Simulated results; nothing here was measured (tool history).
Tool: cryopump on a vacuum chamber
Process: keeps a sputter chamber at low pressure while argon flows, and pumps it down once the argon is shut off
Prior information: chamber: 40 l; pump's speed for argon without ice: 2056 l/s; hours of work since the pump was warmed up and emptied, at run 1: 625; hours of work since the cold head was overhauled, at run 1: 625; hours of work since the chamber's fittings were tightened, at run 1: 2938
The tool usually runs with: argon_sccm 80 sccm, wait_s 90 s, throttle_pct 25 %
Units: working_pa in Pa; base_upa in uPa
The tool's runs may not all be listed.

run     day  argon_sccm  wait_s  throttle_pct  hours of work since the pump was warmed up and emptied  hours of work since the cold head was overhauled  hours of work since the chamber's fittings were tightened  working_pa  base_upa
  1       0          80      90            25                                                     625                                               625                                                       2938      0.2783      2.59
  2   3.367          80      90            46                                                     694                                               694                                                       3008      0.1615       2.7
      4.146  -- pump warmed up, emptied and cooled again
  3   7.662          80      90            25                                                      73                                               779                                                       3093      0.2652      2.29
     10.108  -- leaking fittings of the chamber tightened, without venting
  4  10.358          80      90            25                                                     127                                               833                                                          5      0.2662      0.63
  5  12.621          94      90            25                                                     174                                               880                                                         52      0.3125      0.64
  6  15.775          50      90            25                                                     239                                               945                                                        117      0.1674       0.7
  7  19.071          80     130            25                                                     307                                              1013                                                        186      0.2702       0.6
  8  21.804          80     130            25                                                     364                                              1070                                                        242      0.2731      0.67
  9  24.704          80     130            25                                                     424                                              1130                                                        302      0.2716      0.65
 10  27.388          80      90            25                                                     479                                              1185                                                        358      0.2724      0.89
 11  31.833          80      90            25                                                     571                                              1277                                                        450      0.2793      0.96
 12  33.729          80      90            25                                                     611                                              1317                                                        489      0.2767      0.97
 13  36.238          80     112            25                                                     663                                              1369                                                        541      0.2789      0.91
     38.671  -- pump warmed up, emptied and cooled again
 14  38.783          80     112            25                                                       2                                              1417                                                        589      0.2654      0.85
 15  40.933          80     112            25                                                      47                                              1462                                                        634      0.2628      0.85
 16  43.629         150      40            51                                                     103                                              1517                                                        690      0.2486      1.63
 17  46.188          35      86            16                                                     156                                              1570                                                        743      0.1801      1.05
 18  48.717          80      50            25                                                     208                                              1623                                                        795      0.2672      1.48
 19  51.279          53      79            15                                                     261                                              1676                                                        848      0.2962      1.21
 20   53.85          71      90            25                                                     314                                              1729                                                        901      0.2412      1.16
 21  56.408          35      25            48                                                     367                                              1782                                                        954      0.0648       2.4
 22  59.058          46      90            16                                                     422                                              1837                                                       1009      0.2424      1.27
 23  63.396          47      57            16                                                     512                                              1926                                                       1099      0.2498      1.62
 24  65.454          33     264            19                                                     554                                              1969                                                       1141      0.1494      1.06
 25  67.362          33     264            19                                                     594                                              2009                                                       1181      0.1492      1.11
 26  69.317          33     219            36                                                     634                                              2049                                                       1221      0.0815      1.19
     72.938  -- pump warmed up, emptied and cooled again
 27  73.717         112     241            21                                                      16                                              2136                                                       1308      0.4388      1.05

Here are 3 independent what-if runs from the current tool condition. What would each one return?
  A  77.9          84     225            16                                                     103                                              2222                                                       1395           ?         ?
  B  77.9          41     295            16                                                     103                                              2222                                                       1395           ?         ?
  C  77.9          57      62            25                                                     103                                              2222                                                       1395           ?         ?

run  working_pa  base_upa
  A        0.44      1.11
  B      0.2128      1.06
  C      0.1889      1.61
With the hidden condition removed and each run's random variation left untouched, the same runs would have given:
run  working_pa  base_upa
  A      0.4363      0.33
  B       0.211      0.27
  C      0.1864      0.84

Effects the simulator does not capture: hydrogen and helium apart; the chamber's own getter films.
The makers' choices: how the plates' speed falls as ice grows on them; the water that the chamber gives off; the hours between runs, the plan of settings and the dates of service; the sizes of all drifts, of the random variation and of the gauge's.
